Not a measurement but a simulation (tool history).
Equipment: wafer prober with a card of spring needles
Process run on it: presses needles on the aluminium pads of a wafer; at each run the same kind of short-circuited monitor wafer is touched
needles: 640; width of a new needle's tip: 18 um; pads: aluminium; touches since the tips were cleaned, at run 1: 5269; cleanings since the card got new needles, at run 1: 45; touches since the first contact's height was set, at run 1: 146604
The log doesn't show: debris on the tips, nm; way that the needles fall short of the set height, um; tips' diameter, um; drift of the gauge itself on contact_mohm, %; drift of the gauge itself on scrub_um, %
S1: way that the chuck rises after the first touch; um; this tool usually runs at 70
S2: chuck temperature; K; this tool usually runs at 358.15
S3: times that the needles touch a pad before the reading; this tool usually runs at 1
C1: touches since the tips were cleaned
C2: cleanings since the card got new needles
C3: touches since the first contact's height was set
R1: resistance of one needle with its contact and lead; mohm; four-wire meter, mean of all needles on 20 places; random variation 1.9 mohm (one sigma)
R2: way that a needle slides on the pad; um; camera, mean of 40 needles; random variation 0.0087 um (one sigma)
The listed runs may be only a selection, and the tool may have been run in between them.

run,hour,S1,S2,S3,C1,C2,C3,R1,R2
1,0.0,70,358.15,1,5269,45,146604,206,10.487
# hour 7.4: height of the first contact set anew
# hour 12.7: tips cleaned on abrasive film
# hour 34.5: tips cleaned on abrasive film
2,50.5,70,358.15,3,6330,47,17040,201,10.511
# hour 55.7: tips cleaned on abrasive film
# hour 77.3: tips cleaned on abrasive film
3,91.4,70,358.15,1,5601,49,33242,198,10.516
# hour 98.8: tips cleaned on abrasive film
# hour 122.3: tips cleaned on abrasive film
4,126.9,70,358.15,1,1818,51,47270,204,10.519
# hour 145.9: tips cleaned on abrasive film
5,154.3,70,358.15,1,3342,52,58144,202,10.522
# hour 166.8: tips cleaned on abrasive film
# hour 188.0: tips cleaned on abrasive film
6,198.2,70,358.15,1,4050,54,75538,203,10.532
# hour 213.3: tips cleaned on abrasive film
7,233.0,70,358.15,2,7828,55,89309,200,10.530
# hour 236.2: tips cleaned on abrasive film
# hour 258.8: tips cleaned on abrasive film
8,278.0,70,358.15,2,7625,57,107147,204,10.556
# hour 281.5: tips cleaned on abrasive film
# hour 305.8: tips cleaned on abrasive film
# hour 328.1: tips cleaned on abrasive film
9,340.3,70,358.15,2,4848,60,131821,205,10.568
# hour 350.6: tips cleaned on abrasive film
# hour 375.9: tips cleaned on abrasive film
10,376.9,70,358.15,2,401,62,146282,205,10.570
# hour 387.3: height of the first contact set anew
# hour 398.7: tips cleaned on abrasive film
11,416.8,70,358.15,2,7207,63,11677,200,10.593
# hour 422.0: tips cleaned on abrasive film
# hour 444.7: tips cleaned on abrasive film
# hour 465.8: tips cleaned on abrasive film
12,475.7,70,358.15,2,3948,66,34993,202,10.594
# hour 488.6: tips cleaned on abrasive film
# hour 511.1: tips cleaned on abrasive film
# hour 533.4: tips cleaned on abrasive film
13,537.4,70,358.15,2,1569,69,59389,204,10.599
# hour 559.2: tips cleaned on abrasive film
# hour 582.1: tips cleaned on abrasive film
14,592.4,70,302.15,1,4074,71,81197,188,10.622
# hour 605.1: tips cleaned on abrasive film
# hour 625.8: tips cleaned on abrasive film
15,635.9,70,358.15,3,4004,73,98419,203,10.629
# hour 651.2: tips cleaned on abrasive film
16,670.0,70,358.15,3,7471,74,111951,200,10.632
# hour 674.2: tips cleaned on abrasive film
# hour 698.1: tips cleaned on abrasive film
17,706.9,89,300.15,1,3509,76,126546,184,13.523
# hour 720.8: tips cleaned on abrasive film
# hour 741.8: tips cleaned on abrasive film
18,741.8,58,311.15,1,0,78,140352,197,8.818
# hour 764.9: tips cleaned on abrasive film
# hour 765.2: height of the first contact set anew
19,774.3,58,311.15,1,3631,79,3631,195,8.833
# hour 786.5: tips cleaned on abrasive film
# hour 808.0: tips cleaned on abrasive film
20,808.0,84,311.15,2,0,81,16974,189,12.798
# hour 828.9: tips cleaned on abrasive film
21,839.9,54,353.15,1,4373,82,29607,208,8.234
# hour 849.7: tips cleaned on abrasive film
# hour 871.4: tips cleaned on abrasive film
22,884.8,54,353.15,1,5311,84,47378,208,8.241
# hour 892.7: tips cleaned on abrasive film
# hour 914.7: tips cleaned on abrasive film
23,934.7,54,333.15,2,7986,86,67173,198,8.240
# hour 939.9: gauge calibrated
# hour 940.0: tips cleaned on abrasive film
# hour 964.3: tips cleaned on abrasive film
24,984.5,75,318.15,2,8028,88,86875,191,11.244
# hour 989.5: tips cleaned on abrasive film
# hour 1011.1: tips cleaned on abrasive film
25,1030.4,75,318.15,2,7680,90,105083,191,11.250
# hour 1035.6: tips cleaned on abrasive film
# hour 1058.1: tips cleaned on abrasive film
26,1074.5,70,334.15,3,6533,92,122521,199,10.514
# hour 1079.7: tips cleaned on abrasive film
# hour 1101.7: tips cleaned on abrasive film
27,1105.1,83,358.15,3,1379,94,134635,199,12.490
# hour 1125.9: tips cleaned on abrasive film
# hour 1146.4: height of the first contact set anew
# hour 1151.4: tips cleaned on abrasive film
28,1164.0,55,356.15,2,5029,96,6953,206,8.279
# hour 1176.8: tips cleaned on abrasive film
# hour 1201.5: tips cleaned on abrasive film
29,1208.7,55,356.15,2,2872,98,24647,205,8.289

Here are 5 independent what-if runs from the current tool condition. What would each one return?
# hour 1223.6: tips cleaned on abrasive film
# hour 1248.2: tips cleaned on abrasive film
A,1264.1,54,356.15,2,6329,100,46593,?,?
# hour 1223.6: tips cleaned on abrasive film
# hour 1248.2: tips cleaned on abrasive film
B,1264.1,59,313.15,1,6329,100,46593,?,?
# hour 1223.6: tips cleaned on abrasive film
# hour 1248.2: tips cleaned on abrasive film
C,1264.1,90,328.15,1,6329,100,46593,?,?
# hour 1223.6: tips cleaned on abrasive film
# hour 1248.2: tips cleaned on abrasive film
D,1264.1,57,340.15,1,6329,100,46593,?,?
# hour 1223.6: tips cleaned on abrasive film
# hour 1248.2: tips cleaned on abrasive film
E,1264.1,73,323.15,2,6329,100,46593,?,?

run,R1,R2
A,208,8.149
B,195,8.902
C,191,13.568
D,205,8.608
E,196,11.013
What these runs would have given with no unlogged condition in the tool:
run,R1,R2
A,207,8.096
B,194,8.845
C,191,13.480
D,204,8.553
E,196,10.941

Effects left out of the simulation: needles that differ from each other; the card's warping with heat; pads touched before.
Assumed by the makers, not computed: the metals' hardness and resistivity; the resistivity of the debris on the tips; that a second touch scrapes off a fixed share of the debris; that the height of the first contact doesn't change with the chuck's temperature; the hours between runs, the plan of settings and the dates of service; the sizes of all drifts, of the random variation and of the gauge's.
